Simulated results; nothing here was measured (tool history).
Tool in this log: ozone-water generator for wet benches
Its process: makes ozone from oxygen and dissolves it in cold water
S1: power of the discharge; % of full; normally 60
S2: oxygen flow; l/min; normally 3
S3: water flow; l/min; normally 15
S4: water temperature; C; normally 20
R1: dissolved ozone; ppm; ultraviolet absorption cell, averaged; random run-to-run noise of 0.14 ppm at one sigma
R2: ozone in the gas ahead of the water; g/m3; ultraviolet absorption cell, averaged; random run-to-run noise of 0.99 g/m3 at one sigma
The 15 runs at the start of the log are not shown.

Run 16, hour 497.1: usual settings but S2 2.79 l/min. Result: R1 15.5 ppm, R2 170.6 g/m3.
Run 17, hour 535.2: usual settings but S2 2.79 l/min. Result: R1 15.4 ppm, R2 171 g/m3.
Run 18, hour 566.3: usual settings but S2 1.61 l/min, S4 22 C. Result: R1 12.6 ppm, R2 211.7 g/m3.
Run 19, hour 597: usual settings but S2 1.61 l/min, S4 22 C. Result: R1 12.8 ppm, R2 208 g/m3.
Run 20, hour 630.9: usual settings but S2 2.53 l/min, S3 16 l/min. Result: R1 13.8 ppm, R2 179 g/m3.
Run 21, hour 669.5: usual settings but S2 2.53 l/min, S3 16 l/min. Result: R1 14.1 ppm, R2 178 g/m3.
Run 22, hour 693.3: usual settings but S2 2.53 l/min, S3 16 l/min. Result: R1 14.3 ppm, R2 178.4 g/m3.
Run 23, hour 733.7: usual settings but S2 2.53 l/min, S3 16 l/min. Result: R1 14.3 ppm, R2 176.8 g/m3.
Run 24, hour 754.1: usual settings but S1 58 % of full. Result: R1 15.2 ppm, R2 163.7 g/m3.
Run 25, hour 799.1: usual settings but S1 58 % of full. Result: R1 14.8 ppm, R2 161.8 g/m3.
At hour 825.8: contactor cleaned.
Run 26, hour 853.3: usual settings but S1 58 % of full. Result: R1 15.3 ppm, R2 164 g/m3.
Run 27, hour 873.6: usual settings but S1 71 % of full, S2 1.71 l/min, S3 16 l/min. Result: R1 15 ppm, R2 240.7 g/m3.
Run 28, hour 910.9: usual settings but S1 44 % of full, S4 27 C. Result: R1 11.1 ppm, R2 127 g/m3.
Run 29, hour 938.1: usual settings but S3 11 l/min. Result: R1 20.4 ppm, R2 167.4 g/m3.

Forecast run 30:
Run 30, hour 982.8: usual settings but S3 11 l/min. Result: R1 ?, R2 ?.

{"run 30": {"R1": 20.9, "R2": 166}}
The same run, on a tool lacking any hidden state, would have yielded R1 21.6 ppm, R2 170.9 g/m3.
